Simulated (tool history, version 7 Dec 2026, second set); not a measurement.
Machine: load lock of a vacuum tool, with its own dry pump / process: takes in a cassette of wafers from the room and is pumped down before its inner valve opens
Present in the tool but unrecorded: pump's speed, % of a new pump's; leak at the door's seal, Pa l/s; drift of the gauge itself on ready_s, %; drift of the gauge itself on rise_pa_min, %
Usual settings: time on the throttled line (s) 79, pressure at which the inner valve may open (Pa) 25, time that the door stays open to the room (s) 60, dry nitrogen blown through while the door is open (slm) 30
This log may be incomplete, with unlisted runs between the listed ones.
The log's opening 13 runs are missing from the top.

| run | hour | time on the throttled line (s) | pressure at which the inner valve may open (Pa) | time that the door stays open to the room (s) | dry nitrogen blown through while the door is open (slm) | hours that the pump has run since its overhaul | times that the door has closed on its seal | incoming humidity of the room's air, % | time from the closed door until the inner valve may open (s) | rise of the pressure with all valves shut (Pa/min) |
|---|---|---|---|---|---|---|---|---|---|---|
| 14 | 977.7 | 79 | 25 | 60 | 30 | 2810 | 20915 | 47.3 | 128.8 | 0.381 |
| 15 | 1053.3 | 79 | 25 | 60 | 30 | 2885 | 21258 | 47.6 | 129.7 | 0.386 |
| 16 | 1115.7 | 79 | 25 | 60 | 30 | 2947 | 21541 | 41.4 | 129.3 | 0.38 |
| 17 | 1186.5 | 79 | 25 | 60 | 30 | 3018 | 21862 | 47.3 | 129.5 | 0.401 |
| 18 | 1262.5 | 79 | 25 | 60 | 30 | 3094 | 22207 | 44.5 | 130.5 | 0.405 |
| 19 | 1348.4 | 79 | 25 | 60 | 30 | 3180 | 22597 | 46.5 | 130.1 | 0.412 |
| 20 | 1409.4 | 131 | 25 | 165 | 13 | 3241 | 22874 | 43.9 | 168.5 | 0.463 |
| 21 | 1460.8 | 131 | 25 | 165 | 13 | 3293 | 23107 | 45.1 | 169 | 0.463 |
| 22 | 1508.3 | 79 | 25 | 136 | 5 | 3340 | 23322 | 45.7 | 129.3 | 0.473 |
| 23 | 1584.2 | 79 | 49 | 84 | 30 | 3416 | 23667 | 46.1 | 123.8 | 0.449 |
| 24 | 1632.6 | 79 | 27 | 84 | 18 | 3464 | 23887 | 48.7 | 128.4 | 0.463 |
| 25 | 1699 | 49 | 48 | 104 | 14 | 3531 | 24188 | 44.3 | 102.2 | 0.48 |
| 26 | 1773.3 | 79 | 24 | 60 | 30 | 3605 | 24525 | 44.8 | 130.6 | 0.475 |
| 27 | 1830.4 | 63 | 36 | 60 | 30 | 3662 | 24784 | 40.9 | 114.7 | 0.47 |
| 28 | 1875.8 | 63 | 41 | 143 | 30 | 3708 | 24990 | 43.4 | 113.5 | 0.497 |
| 29 | 1958.4 | 63 | 47 | 61 | 30 | 3790 | 25366 | 45.9 | 113.1 | 0.503 |
| 30 | 2042.4 | 63 | 47 | 61 | 30 | 3874 | 25746 | 47 | 112.7 | 0.509 |
| 31 | 2091.7 | 79 | 29 | 199 | 25 | 3923 | 25970 | 46.3 | 127.4 | 0.547 |
| 32 | 2158.6 | 79 | 22 | 199 | 28 | 3990 | 26274 | 46.3 | 132 | 0.551 |
| 33 | 2241.7 | 42 | 28 | 221 | 15 | 4073 | 26651 | 47.1 | 101.9 | 0.581 |
| 34 | 2287 | 114 | 25 | 60 | 30 | 4119 | 26857 | 43.9 | 157.4 | 0.548 |
| 35 | 2386.6 | 46 | 28 | 58 | 5 | 4218 | 27308 | 42.7 | 104.5 | 0.562 |
| 36 | 2485.5 | 154 | 24 | 58 | 23 | 4317 | 27758 | 42.6 | 187.4 | 0.564 |
| 37 | 2567.9 | 154 | 24 | 45 | 23 | 4400 | 28132 | 45.4 | 188.7 | 0.589 |

Consider 3 possible next runs. They are alternatives, not a sequence: every one starts from the tool as it was left by run 37. What does each give?
| A | 2662.5 | 86 | 21 | 60 | 30 | 4494 | 28561 | 46.7 | ? | ? |
| B | 2662.5 | 154 | 24 | 45 | 14 | 4494 | 28561 | 42.1 | ? | ? |
| C | 2662.5 | 154 | 24 | 41 | 23 | 4494 | 28561 | 47 | ? | ? |

| run | time from the closed door until the inner valve may open (s) | rise of the pressure with all valves shut (Pa/min) |
|---|---|---|
| A | 136.3 | 0.603 |
| B | 187.7 | 0.611 |
| C | 186.3 | 0.597 |
Without the tool's hidden state the same runs would have given:
| run | time from the closed door until the inner valve may open (s) | rise of the pressure with all valves shut (Pa/min) |
|---|---|---|
| A | 134.3 | 0.039 |
| B | 186.4 | 0.044 |
| C | 184.9 | 0.041 |
